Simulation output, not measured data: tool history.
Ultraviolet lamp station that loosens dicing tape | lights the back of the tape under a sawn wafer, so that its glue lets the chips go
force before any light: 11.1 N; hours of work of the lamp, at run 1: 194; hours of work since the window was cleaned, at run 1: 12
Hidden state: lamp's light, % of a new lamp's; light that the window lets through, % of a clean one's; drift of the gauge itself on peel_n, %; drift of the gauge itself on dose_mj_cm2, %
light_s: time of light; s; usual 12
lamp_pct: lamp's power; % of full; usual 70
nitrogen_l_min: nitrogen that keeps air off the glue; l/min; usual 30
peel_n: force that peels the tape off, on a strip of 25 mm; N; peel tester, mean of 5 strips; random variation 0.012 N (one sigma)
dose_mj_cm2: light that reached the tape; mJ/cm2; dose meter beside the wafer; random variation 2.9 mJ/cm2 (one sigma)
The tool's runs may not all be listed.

| run | hour | light_s | lamp_pct | nitrogen_l_min | hours of work of the lamp | hours of work since the window was cleaned | peel_n | dose_mj_cm2 |
|---|---|---|---|---|---|---|---|---|
| 1 | 0 | 12 | 70 | 30 | 194 | 12 | 0.641 | 406 |
| 2 | 20.2 | 12 | 70 | 30 | 204 | 23 | 0.657 | 407 |
| 3 | 36.4 | 12 | 70 | 30 | 213 | 31 | 0.689 | 406 |
| 4 | 51.7 | 12 | 70 | 20 | 221 | 39 | 0.9 | 396 |
| 5 | 62.9 | 12 | 70 | 20 | 226 | 45 | 0.922 | 400 |
| 6 | 74.1 | 12 | 70 | 22 | 232 | 51 | 0.873 | 401 |
| 7 | 83.4 | 12 | 70 | 22 | 237 | 55 | 0.864 | 398 |
| 8 | 101.6 | 12 | 67 | 30 | 246 | 65 | 0.771 | 382 |
| 9 | 111.5 | 12 | 67 | 30 | 252 | 70 | 0.765 | 386 |
| 10 | 123 | 12 | 70 | 30 | 258 | 76 | 0.702 | 394 |
| 11 | 138.5 | 12 | 94 | 30 | 266 | 84 | 0.319 | 530 |
| 12 | 156 | 12 | 94 | 30 | 275 | 93 | 0.33 | 527 |
| 13 | 174.6 | 12 | 94 | 40 | 284 | 103 | 0.258 | 530 |
| 14 | 193 | 12 | 62 | 30 | 294 | 112 | 0.994 | 352 |
| 15 | 211 | 12 | 62 | 30 | 303 | 121 | 0.982 | 347 |
| 16 | 222.4 | 12 | 70 | 30 | 309 | 127 | 0.712 | 388 |
| 17 | 231.8 | 21 | 70 | 30 | 314 | 132 | 0.175 | 674 |
| 18 | 243.1 | 12 | 70 | 30 | 320 | 138 | 0.725 | 389 |
| 19 | 252.1 | 12 | 70 | 30 | 324 | 143 | 0.725 | 385 |
| 20 | 273.6 | 12 | 70 | 30 | 335 | 154 | 0.744 | 390 |
| 21 | 293.5 | 12 | 90 | 30 | 346 | 164 | 0.37 | 486 |
| 22 | 304.8 | 12 | 73 | 30 | 352 | 170 | 0.658 | 400 |
| 23 | 321.6 | 12 | 76 | 19 | 360 | 179 | 0.896 | 411 |
| 24 | 338.7 | 12 | 98 | 42 | 369 | 187 | 0.25 | 535 |
| 25 | 356.3 | 12 | 98 | 42 | 378 | 196 | 0.251 | 529 |
| 26 | 377.8 | 12 | 98 | 42 | 389 | 208 | 0.25 | 528 |
| 27 | 389.9 | 12 | 98 | 42 | 396 | 214 | 0.267 | 531 |
| 28 | 402.3 | 12 | 61 | 33 | 402 | 220 | 1.039 | 326 |
| 29 | 418.9 | 12 | 70 | 9 | 411 | 229 | 1.84 | 376 |
| 30 | 434.9 | 12 | 62 | 36 | 419 | 237 | 0.94 | 332 |
| 31 | 450.7 | 6 | 68 | 30 | 427 | 245 | 2.882 | 184 |
| 32 | 471.9 | 7 | 91 | 30 | 438 | 256 | 1.482 | 282 |
|  | 490 | window cleaned of glue's vapour |
| 33 | 492.8 | 7 | 91 | 30 | 449 | 1 | 1.43 | 288 |
| 34 | 505 | 7 | 64 | 32 | 455 | 8 | 2.431 | 208 |
| 35 | 526.4 | 12 | 84 | 51 | 466 | 19 | 0.319 | 460 |
| 36 | 536.2 | 21 | 77 | 32 | 471 | 24 | 0.153 | 739 |
| 37 | 551.8 | 21 | 77 | 32 | 479 | 32 | 0.144 | 730 |
| 38 | 565 | 8 | 64 | 30 | 486 | 39 | 2.167 | 226 |
| 39 | 577.8 | 8 | 64 | 30 | 492 | 45 | 2.028 | 229 |
| 40 | 598.7 | 19 | 70 | 10 | 503 | 56 | 0.639 | 605 |
| 41 | 620 | 12 | 78 | 30 | 514 | 67 | 0.619 | 417 |
| 42 | 635.8 | 12 | 81 | 41 | 522 | 75 | 0.418 | 433 |
| 43 | 648.8 | 7 | 81 | 10 | 529 | 82 | 3.068 | 254 |

Forecast each of these 3 alternatives for the next run:
| A | 665.3 | 8 | 95 | 12 | 538 | 91 | ? | ? |
| B | 665.3 | 12 | 70 | 18 | 538 | 91 | ? | ? |
| C | 665.3 | 9 | 64 | 24 | 538 | 91 | ? | ? |

| run | peel_n | dose_mj_cm2 |
|---|---|---|
| A | 1.908 | 333 |
| B | 1.183 | 373 |
| C | 2.017 | 256 |
Without the tool's hidden state the same runs would have given:
| run | peel_n | dose_mj_cm2 |
|---|---|---|
| A | 1.484 | 383 |
| B | 0.869 | 428 |
| C | 1.58 | 294 |
